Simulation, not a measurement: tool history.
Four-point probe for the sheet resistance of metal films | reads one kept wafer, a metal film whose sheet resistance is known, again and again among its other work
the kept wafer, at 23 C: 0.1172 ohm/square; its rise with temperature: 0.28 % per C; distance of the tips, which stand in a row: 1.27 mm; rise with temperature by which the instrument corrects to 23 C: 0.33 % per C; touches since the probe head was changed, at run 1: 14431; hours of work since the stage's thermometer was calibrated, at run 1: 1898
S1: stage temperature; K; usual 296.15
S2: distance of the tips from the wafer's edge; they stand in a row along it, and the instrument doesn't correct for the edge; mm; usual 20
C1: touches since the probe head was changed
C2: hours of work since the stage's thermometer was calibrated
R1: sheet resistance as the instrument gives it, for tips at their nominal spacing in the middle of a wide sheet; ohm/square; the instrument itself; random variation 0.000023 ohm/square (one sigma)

run	day	S1	S2	C1	C2	R1
1	0	296.15	20	14431	1898	0.116985
2	1.054	301.15	20	15360	1916	0.116681
3	1.879	301.15	20	16086	1930	0.116713
4	2.85	296.15	20	16943	1947	0.116965
5	3.658	296.15	20	17655	1961	0.116965
6	4.254	296.15	20	18179	1971	0.116998
7	4.717	296.15	20	18588	1979	0.11695
8	5.525	296.15	20	19299	1993	0.116967
9	6.033	296.15	20	19749	2002	0.116997
10	7.029	296.15	20	20626	2019	0.116964
11	7.842	296.15	20	21343	2032	0.11695
12	8.908	296.15	6	22283	2051	0.119502
13	9.475	307.15	20	22782	2060	0.116373
# day 9.554: stage's thermometer calibrated
14	10.112	307.15	20	23326	10	0.116315
15	10.6	301.15	20	23756	18	0.116598
16	11.471	294.15	20	24524	33	0.11705
17	12.108	296.15	20	25083	44	0.116984
18	12.617	296.15	8	25534	52	0.118222
# day 12.896: stage's thermometer calibrated, once more
19	13.717	302.15	5	26484	14	0.120546
20	14.429	302.15	5	27111	26	0.120548
21	14.979	302.15	5	27598	36	0.12053
22	16.104	294.15	22	28588	55	0.117319
23	16.954	304.15	44	29339	69	0.116543
24	18.012	297.15	3	30271	88	0.127145
25	18.654	297.15	21	30836	98	0.117141
26	19.567	298.15	34	31641	114	0.116947
27	20.583	302.15	4	32536	131	0.122567
28	21.683	296.15	58	33503	150	0.117025
29	22.458	296.15	58	34188	164	0.116988
30	23.55	301.15	20	35150	182	0.116937
31	24.579	301.15	20	36058	200	0.116899
32	25.325	297.15	25	36715	213	0.117078
33	25.912	297.15	25	37233	223	0.117064
34	27.004	306.15	4	38196	241	0.122346

4 ways to go on from here, each from the tool as it stands after run 34. What would each give?
A	27.721	306.15	4	38825	253	?
B	27.721	302.15	7	38825	253	?
C	27.721	295.15	56	38825	253	?
D	27.721	291.15	20	38825	253	?

run	R1
A	0.122379
B	0.118645
C	0.117045
D	0.117519
Without the tool's hidden state the same runs would have given:
run	R1
A	0.122625
B	0.118884
C	0.117281
D	0.117755
